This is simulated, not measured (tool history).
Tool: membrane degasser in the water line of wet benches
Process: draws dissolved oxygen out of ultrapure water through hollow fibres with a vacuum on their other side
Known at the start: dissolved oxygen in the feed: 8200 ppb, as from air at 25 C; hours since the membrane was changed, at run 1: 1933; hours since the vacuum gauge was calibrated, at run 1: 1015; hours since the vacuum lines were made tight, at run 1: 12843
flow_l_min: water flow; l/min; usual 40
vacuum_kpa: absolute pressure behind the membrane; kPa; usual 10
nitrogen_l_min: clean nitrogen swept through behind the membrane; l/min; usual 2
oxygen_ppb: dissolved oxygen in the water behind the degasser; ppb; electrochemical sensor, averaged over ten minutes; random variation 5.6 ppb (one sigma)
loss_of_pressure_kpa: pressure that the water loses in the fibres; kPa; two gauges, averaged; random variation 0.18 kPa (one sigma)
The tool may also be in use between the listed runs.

run    hour  flow_l_min  vacuum_kpa  nitrogen_l_min  hours since the membrane was changed  hours since the vacuum gauge was calibrated  hours since the vacuum lines were made tight  oxygen_ppb  loss_of_pressure_kpa
  1       0          40          10               2                                  1933                                         1015                                         12843       568.4                 30.58
  2    60.2          40          10               2                                  1993                                         1075                                         12903       567.8                 30.49
  3   109.5          40          10               2                                  2043                                         1124                                         12952       573.9                 30.24
  4   170.7          40          10               2                                  2104                                         1185                                         13013         578                 30.88
      182.2  -- seals of the vacuum lines changed
  5   213.2          40          10               2                                  2144                                         1226                                            31       578.9                 30.51
  6   248.5          40          10               2                                  2180                                         1261                                            66       572.2                 30.62
  7   292.2          40          10               2                                  2223                                         1305                                           110       575.9                 30.55
  8   334.4          40          10               2                                  2265                                         1347                                           152       572.4                  30.5
  9   375.9          40          10               2                                  2307                                         1389                                           194       562.7                 30.47
 10   416.8          40          10            2.67                                  2348                                         1429                                           235       502.1                 30.43
 11   467.6          40          10            2.67                                  2399                                         1480                                           285       512.1                 30.51
 12   513.7          40          10            2.67                                  2445                                         1526                                           331       521.3                 30.52
 13     577          40          10            1.36                                  2508                                         1590                                           395       676.2                 30.26
 14   632.1          40          10            1.36                                  2563                                         1645                                           450       683.8                 30.78
 15     690          28        15.7            3.53                                  2621                                         1703                                           508       421.7                 21.36
 16   742.7          28        15.7            3.53                                  2674                                         1755                                           561       426.4                 21.44
 17   771.5          28        15.7            3.53                                  2703                                         1784                                           589       421.9                 21.27
 18   834.7          28        15.7            3.53                                  2766                                         1847                                           652       426.7                 21.42
 19   885.5          28        15.7            3.53                                  2817                                         1898                                           703       437.5                 21.51
 20   948.2          31        18.4            1.51                                  2879                                         1961                                           766       848.7                 23.72
 21   976.3          60        10.2            4.73                                  2907                                         1989                                           794       631.7                 45.87
 22  1034.2          60         7.7            1.22                                  2965                                         2047                                           852       812.2                 46.09
 23  1086.2          62        12.2               2                                  3017                                         2099                                           904       949.2                 47.73
 24  1113.1          43          11               2                                  3044                                         2126                                           931       648.8                 33.01

Run 25 comes next. What will it give?
 25  1169.5          43          11               2                                  3101                                         2182                                           987           ?                     ?

Run 25 gave oxygen_ppb 655.5 ppb, loss_of_pressure_kpa 33.2 kPa.
Without the tool's hidden state the same run would have given oxygen_ppb 637.2 ppb, loss_of_pressure_kpa 32.61 kPa.
